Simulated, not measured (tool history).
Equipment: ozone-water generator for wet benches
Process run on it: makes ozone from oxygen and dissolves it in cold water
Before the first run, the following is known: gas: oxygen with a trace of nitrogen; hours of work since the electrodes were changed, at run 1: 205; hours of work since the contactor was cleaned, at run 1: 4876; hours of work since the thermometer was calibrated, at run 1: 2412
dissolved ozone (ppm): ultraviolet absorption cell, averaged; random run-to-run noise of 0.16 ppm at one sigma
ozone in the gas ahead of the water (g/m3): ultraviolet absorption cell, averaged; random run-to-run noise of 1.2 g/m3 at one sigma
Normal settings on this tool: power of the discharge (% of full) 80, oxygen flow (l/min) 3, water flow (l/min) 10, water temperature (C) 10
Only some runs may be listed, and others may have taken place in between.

run     day  power of the discharge (% of full)  oxygen flow (l/min)  water flow (l/min)  water temperature (C)  hours of work since the electrodes were changed  hours of work since the contactor was cleaned  hours of work since the thermometer was calibrated  dissolved ozone (ppm)  ozone in the gas ahead of the water (g/m3)
  1       0                                  80                    3                  10                     10                                              205                                           4876                                                2412                   19.9                                       217.6
  2   1.204                                  80                    3                  10                     10                                              224                                           4895                                                2431                   19.9                                       217.2
  3   2.354                                  80                    3                  10                     10                                              242                                           4913                                                2449                   19.9                                       218.7
  4   3.804                                  80                    3                  10                     10                                              265                                           4936                                                2472                   20.2                                       216.3
  5   5.083                                  80                    3                  10                     10                                              285                                           4957                                                2493                   20.1                                       217.7
  6   6.962                                  85                    3                  10                     10                                              315                                           4987                                                2523                   20.9                                       228.3
  7   8.504                                  85                    3                  12                     10                                              339                                           5011                                                2547                   17.8                                       229.2
  8  10.621                                  85                 2.39                  12                     10                                              373                                           5045                                                2581                     17                                         255
  9  12.025                                  85                 2.39                  12                     10                                              395                                           5067                                                2603                     17                                         256
 10   13.05                                  80                    3                  10                     10                                              412                                           5083                                                2619                     20                                       215.5
 11  14.217                                  80                    3                  10                     10                                              430                                           5102                                                2638                   19.6                                       214.8
 12  16.067                                  80                    3                  11                     10                                              459                                           5131                                                2667                   18.1                                       215.6
 13  18.042                                  80                    3                  11                     10                                              491                                           5162                                                2698                   18.2                                       216.8
 14  19.771                                  80                    3                  11                     10                                              518                                           5190                                                2726                   18.1                                       217.1
 15  20.975                                  80                 2.61                  10                     10                                              537                                           5209                                                2745                   19.5                                       231.1
 16  22.675                                  80                 2.61                   8                     10                                              564                                           5236                                                2772                   23.8                                       233.7
 17  24.054                                  80                 2.61                   8                     10                                              586                                           5258                                                2794                   23.6                                       231.4
 18  25.354                                  77                 2.18                  13                     16                                              607                                           5278                                                2814                   13.5                                       248.1
 19  27.258                                  77                 2.18                  13                     16                                              637                                           5309                                                2845                   13.5                                       245.8
 20    28.8                                  70                 2.73                  10                     14                                              661                                           5333                                                2869                   16.5                                       199.5
 21  30.962                                  80                 1.95                  14                     13                                              696                                           5367                                                2903                   12.9                                         269
 22      33                                  80                 1.95                  14                     13                                              728                                           5400                                                2936                     13                                       270.4
 23  34.821                                  57                 2.32                  10                      8                                              757                                           5429                                                2965                   14.7                                         181
 24  36.542                                  46                    3                   9                     10                                              784                                           5456                                                2992                   13.1                                       132.4
 25  38.362                                  46                    3                   9                     10                                              813                                           5485                                                3021                   13.4                                       132.3
 26  40.296                                  49                    3                  10                     10                                              844                                           5515                                                3051                   12.9                                       140.1
 27  41.625                                  79                  2.2                  10                     10                                              865                                           5537                                                3072                   18.7                                       248.9
 28  43.075                                  79                  2.2                  10                     10                                              888                                           5560                                                3096                   18.7                                       249.4
 29  44.612                                  54                    3                  10                      5                                              912                                           5584                                                3120                   14.9                                       152.4
 30  46.708                                  56                 2.26                   8                      5                                              946                                           5617                                                3153                   18.4                                       181.9

For run 31, what comes out?
 31  48.633                                  66                    3                   8                     10                                              976                                           5648                                                3184                      ?                                           ?

dissolved ozone (ppm): 19.9
ozone in the gas ahead of the water (g/m3): 179
Had the tool carried no hidden state, the very same run would have given dissolved ozone (ppm) 21.3, ozone in the gas ahead of the water (g/m3) 182.5.
